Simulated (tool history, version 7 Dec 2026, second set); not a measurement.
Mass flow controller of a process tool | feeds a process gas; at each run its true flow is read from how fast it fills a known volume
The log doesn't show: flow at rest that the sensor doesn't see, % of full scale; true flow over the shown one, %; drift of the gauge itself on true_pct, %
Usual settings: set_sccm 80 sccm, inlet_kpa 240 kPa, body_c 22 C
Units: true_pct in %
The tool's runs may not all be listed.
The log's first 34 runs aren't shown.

run,day,set_sccm,inlet_kpa,body_c,hours of work since the controller was set to zero,hours of work since the controller was changed,true_pct
35,200.383,80,219,22,1109,3031,99.57
36,206.538,80,219,22,1216,3138,99.48
37,213.583,80,219,22,1337,3259,99.42
38,218.600,80,219,22,1424,3346,99.38
39,225.333,80,219,22,1540,3462,99.44
40,233.367,163,153,22,1679,3601,100.34
41,237.325,78,140,28,1747,3669,99.99
42,242.258,37,264,37,1832,3754,99.16
43,245.921,37,264,37,1896,3818,99.11

4 ways to go on from here, each from the tool as it stands after run 43. What would each give?
A,249.479,52,256,36,1957,3879,?
B,249.479,80,206,29,1957,3879,?
C,249.479,29,232,38,1957,3879,?
D,249.479,37,206,37,1957,3879,?

run,true_pct
A,99.49
B,99.72
C,98.63
D,99.17
Without the tool's hidden state the same runs would have given:
run,true_pct
A,99.51
B,99.32
C,99.58
D,99.66

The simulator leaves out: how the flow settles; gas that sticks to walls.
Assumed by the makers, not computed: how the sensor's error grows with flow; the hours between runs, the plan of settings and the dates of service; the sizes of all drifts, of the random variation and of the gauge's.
